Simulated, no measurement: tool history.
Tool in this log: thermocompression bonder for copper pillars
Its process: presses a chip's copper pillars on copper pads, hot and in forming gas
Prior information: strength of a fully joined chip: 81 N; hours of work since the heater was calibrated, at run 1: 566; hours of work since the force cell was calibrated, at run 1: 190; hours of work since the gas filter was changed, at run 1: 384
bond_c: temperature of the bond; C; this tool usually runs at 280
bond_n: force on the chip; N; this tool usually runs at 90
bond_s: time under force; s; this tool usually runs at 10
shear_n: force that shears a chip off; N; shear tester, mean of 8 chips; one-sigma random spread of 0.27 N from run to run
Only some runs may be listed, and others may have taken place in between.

| run | hour | bond_c | bond_n | bond_s | hours of work since the heater was calibrated | hours of work since the force cell was calibrated | hours of work since the gas filter was changed | shear_n |
|---|---|---|---|---|---|---|---|---|
| 1 | 0.0 | 280 | 90 | 10 | 566 | 190 | 384 | 46.0 |
| 2 | 6.3 | 280 | 90 | 10 | 570 | 194 | 388 | 46.4 |
| 3 | 17.6 | 280 | 90 | 10 | 577 | 201 | 395 | 45.8 |
| 4 | 30.2 | 280 | 90 | 10 | 585 | 210 | 403 | 45.8 |
| 5 | 37.9 | 280 | 90 | 10 | 590 | 214 | 408 | 46.1 |
| 6 | 50.6 | 280 | 90 | 10 | 599 | 223 | 416 | 45.8 |
| 7 | 62.9 | 280 | 90 | 10 | 606 | 231 | 424 | 46.1 |
| 8 | 71.8 | 280 | 90 | 10 | 612 | 236 | 430 | 45.6 |
| 9 | 77.7 | 280 | 90 | 10 | 616 | 240 | 434 | 45.6 |
| 10 | 83.1 | 280 | 90 | 10 | 619 | 243 | 437 | 45.6 |
| 11 | 91.4 | 280 | 90 | 10 | 625 | 249 | 442 | 45.3 |
| 12 | 100.1 | 280 | 90 | 10 | 630 | 254 | 448 | 45.8 |
| 13 | 111.1 | 280 | 90 | 10 | 637 | 262 | 455 | 45.7 |
|  | 117.9 | forming gas filter changed |
| 14 | 120.9 | 280 | 90 | 10 | 643 | 267 | 2 | 47.0 |
| 15 | 128.0 | 280 | 90 | 10 | 648 | 272 | 6 | 46.5 |
| 16 | 134.3 | 280 | 90 | 10 | 652 | 276 | 10 | 46.6 |
| 17 | 144.1 | 280 | 90 | 14 | 658 | 282 | 17 | 51.1 |
| 18 | 152.7 | 280 | 90 | 14 | 664 | 288 | 22 | 51.5 |
| 19 | 163.0 | 285 | 124 | 6 | 670 | 294 | 29 | 48.3 |
| 20 | 174.0 | 280 | 67 | 21 | 677 | 302 | 36 | 49.8 |
|  | 176.4 | force cell calibrated |
| 21 | 182.8 | 280 | 67 | 21 | 682 | 4 | 41 | 49.2 |
| 22 | 193.1 | 300 | 131 | 10 | 689 | 11 | 47 | 63.2 |
| 23 | 201.1 | 267 | 112 | 28 | 694 | 16 | 52 | 60.6 |
| 24 | 207.1 | 267 | 112 | 28 | 698 | 20 | 56 | 60.8 |
|  | 217.6 | force cell calibrated, once more |
| 25 | 219.2 | 267 | 112 | 28 | 704 | 1 | 63 | 61.5 |
| 26 | 224.8 | 267 | 104 | 28 | 708 | 5 | 67 | 58.6 |
| 27 | 231.4 | 267 | 104 | 28 | 712 | 9 | 71 | 58.6 |
| 28 | 243.0 | 267 | 104 | 28 | 720 | 16 | 78 | 58.7 |

Branching from run 28: 4 alternative next runs. What would each branch give?
| A | 250.9 | 280 | 58 | 10 | 725 | 21 | 83 | ? |
| B | 250.9 | 267 | 57 | 17 | 725 | 21 | 83 | ? |
| C | 250.9 | 267 | 104 | 8 | 725 | 21 | 83 | ? |
| D | 250.9 | 303 | 80 | 11 | 725 | 21 | 83 | ? |

| run | shear_n |
|---|---|
| A | 34.9 |
| B | 36.9 |
| C | 40.6 |
| D | 54.4 |
Had the tool no hidden state, the same runs would have come out as:
| run | shear_n |
|---|---|
| A | 37.9 |
| B | 40.2 |
| C | 44.0 |
| D | 57.6 |

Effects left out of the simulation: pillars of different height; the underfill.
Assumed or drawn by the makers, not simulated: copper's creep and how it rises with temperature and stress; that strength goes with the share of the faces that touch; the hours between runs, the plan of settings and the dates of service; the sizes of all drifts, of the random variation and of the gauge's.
